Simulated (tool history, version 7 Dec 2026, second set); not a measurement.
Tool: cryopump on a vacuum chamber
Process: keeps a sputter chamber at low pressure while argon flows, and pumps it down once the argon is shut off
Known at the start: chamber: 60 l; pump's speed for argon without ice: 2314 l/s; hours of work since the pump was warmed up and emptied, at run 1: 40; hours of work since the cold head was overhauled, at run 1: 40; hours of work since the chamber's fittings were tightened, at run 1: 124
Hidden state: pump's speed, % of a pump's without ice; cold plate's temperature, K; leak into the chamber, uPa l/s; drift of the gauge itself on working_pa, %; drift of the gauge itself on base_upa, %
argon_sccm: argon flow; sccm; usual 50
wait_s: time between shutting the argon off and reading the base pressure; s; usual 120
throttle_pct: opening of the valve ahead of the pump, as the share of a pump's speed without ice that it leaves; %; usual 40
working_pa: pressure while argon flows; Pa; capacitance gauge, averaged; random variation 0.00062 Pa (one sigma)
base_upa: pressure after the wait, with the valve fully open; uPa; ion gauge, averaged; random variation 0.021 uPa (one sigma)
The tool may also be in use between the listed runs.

run,hour,argon_sccm,wait_s,throttle_pct,hours of work since the pump was warmed up and emptied,hours of work since the cold head was overhauled,hours of work since the chamber's fittings were tightened,working_pa,base_upa
1,0,50,120,40,40,40,124,0.0916,0.42
2,10.3,40,120,40,46,46,130,0.0743,0.39
3,23.2,40,120,40,53,53,138,0.0737,0.43
4,39,50,28,40,63,63,147,0.0915,1.23
5,55.5,50,28,40,72,72,157,0.0912,1.18
6,72.1,50,28,40,82,82,167,0.0925,1.21
7,79.3,50,28,40,86,86,171,0.0926,1.21
8,93.9,50,28,40,95,95,180,0.0932,1.25
9,110.7,50,120,23,105,105,190,0.1589,0.43
10,126.3,50,120,23,114,114,199,0.1596,0.44
11,134.6,50,120,23,119,119,204,0.1598,0.42
12,145.8,50,120,23,126,126,210,0.1606,0.38
13,159.2,50,61,40,133,133,218,0.0943,0.65
14,172,30,120,40,141,141,226,0.055,0.44
15,184.1,50,106,40,148,148,233,0.0926,0.45
16,197.3,50,74,40,156,156,241,0.0925,0.61
17,206.8,50,74,40,162,162,246,0.0923,0.58
18,216.4,50,74,40,167,167,252,0.0926,0.55
19,227.4,84,84,21,174,174,258,0.2947,0.54

Run 20 comes next. What will it give?
20,237,26,29,30,179,179,264,?,?

{"run 20": {"working_pa": 0.0636, "base_upa": 1.22}}
Without the tool's hidden state the same run would have given working_pa 0.0628 Pa, base_upa 1.17 uPa.

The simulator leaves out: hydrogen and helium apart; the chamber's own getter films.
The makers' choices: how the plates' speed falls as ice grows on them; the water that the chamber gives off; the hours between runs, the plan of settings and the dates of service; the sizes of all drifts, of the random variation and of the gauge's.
